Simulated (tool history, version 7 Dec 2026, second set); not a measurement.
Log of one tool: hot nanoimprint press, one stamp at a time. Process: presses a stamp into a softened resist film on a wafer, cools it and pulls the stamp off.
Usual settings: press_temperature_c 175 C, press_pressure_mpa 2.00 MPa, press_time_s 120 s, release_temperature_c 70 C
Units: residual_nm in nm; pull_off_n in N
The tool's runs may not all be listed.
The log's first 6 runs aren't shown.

run,hour,press_temperature_c,press_pressure_mpa,press_time_s,release_temperature_c,residual_nm,pull_off_n
7,165.4,175,2.00,120,70,107.7,183
8,188.2,175,2.00,120,70,107.7,189
9,216.3,175,2.00,120,58,109.0,252
10,241.6,175,2.34,120,70,98.7,190
11,257.7,167,2.00,120,70,153.3,191
12,274.2,167,2.00,120,70,151.3,196
13,310.8,167,2.00,120,70,152.8,204
# hour 315.7: plate thermocouple calibrated
14,342.6,175,2.00,120,70,110.3,205
15,358.9,175,2.00,120,70,111.3,205
16,386.3,167,2.38,88,70,158.2,207
17,407.7,170,2.04,124,77,134.8,165
18,442.6,175,2.00,120,68,111.4,231
19,468.2,175,2.00,120,68,111.0,223
# hour 484.4: plate thermocouple calibrated, once more
20,497.4,175,2.00,81,74,121.6,191
21,530.6,175,2.00,81,74,121.6,190
# hour 558.0: press's hydraulic seals changed and the load cell set to zero
22,568.3,165,2.00,81,74,177.2,194
23,588.8,165,2.51,81,74,162.8,199
24,607.8,165,2.51,81,74,162.7,198
25,629.2,172,1.91,94,70,131.6,226
26,665.6,172,2.98,94,70,108.0,232
# hour 694.0: stamp cleaned and given a new release coat
27,700.1,171,2.00,120,70,126.9,178
28,728.7,171,2.00,120,70,126.6,179
29,744.1,176,2.15,149,63,88.7,225
30,770.0,176,2.15,149,63,89.4,219

Forecast each of these 4 alternatives for the next run:
A,797.0,186,2.15,149,75,?,?
B,797.0,176,1.73,149,76,?,?
C,797.0,185,2.15,149,63,?,?
D,797.0,175,1.62,120,70,?,?

run,residual_nm,pull_off_n
A,57.3,168
B,100.2,152
C,59.3,229
D,118.2,182
Without the tool's hidden state the same runs would have given:
run,residual_nm,pull_off_n
A,55.9,158
B,98.0,143
C,57.9,216
D,115.8,171

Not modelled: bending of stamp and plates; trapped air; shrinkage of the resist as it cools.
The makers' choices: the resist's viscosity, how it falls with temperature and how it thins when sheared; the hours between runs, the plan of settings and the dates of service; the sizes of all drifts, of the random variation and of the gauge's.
